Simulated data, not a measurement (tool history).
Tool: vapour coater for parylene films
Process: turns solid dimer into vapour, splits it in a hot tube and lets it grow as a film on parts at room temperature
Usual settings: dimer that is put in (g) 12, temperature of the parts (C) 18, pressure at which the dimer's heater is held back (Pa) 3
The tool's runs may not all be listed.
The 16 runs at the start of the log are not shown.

run    hour  dimer that is put in (g)  temperature of the parts (C)  pressure at which the dimer's heater is held back (Pa)  hours of work since the trap's valve was overhauled  hours of work since the table's thermometer was calibrated  thickness of the film (µm)
 17   887.5                        12                            18                                                    7.76                                                  556                                                         916                        3.18
 18   937.6                        12                            18                                                    7.76                                                  582                                                         942                        3.19
      947.9  -- trap's valve overhauled
 19  1005.8                         6                            18                                                       3                                                   30                                                         975                        1.59
 20  1058.8                        12                            18                                                       3                                                   57                                                        1002                        3.15
     1110.5  -- trap's valve overhauled, once more
 21  1126.6                        12                            25                                                     9.2                                                    8                                                        1035                        2.58
 22    1169                        12                            25                                                     9.2                                                   30                                                        1057                        2.59
 23  1235.1                         9                            27                                                    9.47                                                   64                                                        1091                        1.75
 24  1290.9                         9                            27                                                    9.47                                                   93                                                        1120                        1.71
 25  1350.7                         6                            11                                                    3.04                                                  124                                                        1151                        2.51
 26  1403.2                         6                            23                                                    6.24                                                  151                                                        1178                        1.38
 27  1476.9                         6                            23                                                    6.24                                                  189                                                        1216                        1.45
 28  1529.8                         6                            26                                                    2.04                                                  217                                                        1244                        1.28
 29    1607                        11                            16                                                       3                                                  257                                                        1284                        3.71
 30  1683.8                        11                            16                                                       3                                                  296                                                        1323                        3.71
 31  1737.1                         6                            15                                                    3.85                                                  324                                                        1351                        2.03
 32    1796                        17                            20                                                   10.93                                                  354                                                        1381                        4.17
 33  1864.3                        19                            26                                                   10.93                                                  389                                                        1416                         3.5
 34  1909.2                        19                            26                                                   10.93                                                  413                                                        1440                        3.55
 35  1946.8                        19                            22                                                   10.93                                                  432                                                        1459                        4.15
 36  2004.4                        21                            13                                                    7.58                                                  462                                                        1489                        7.23
 37  2038.6                         7                            14                                                    2.91                                                  479                                                        1506                        2.43
 38  2089.2                        12                            13                                                    2.37                                                  506                                                        1533                        4.47
 39  2167.2                        15                            18                                                    5.57                                                  546                                                        1573                        4.11

What if the next run were any one of these 3? Each begins from the tool's condition after run 39:
  A  2221.3                        12                            15                                                    5.89                                                  574                                                        1601                           ?
  B  2221.3                        19                            18                                                    8.19                                                  574                                                        1601                           ?
  C  2221.3                        11                            13                                                    2.15                                                  574                                                        1601                           ?

run  thickness of the film (µm)
  A                        3.67
  B                        4.95
  C                        4.04
With no hidden state in the tool, these same runs would have given:
run  thickness of the film (µm)
  A                         4.2
  B                        5.65
  C                        4.62
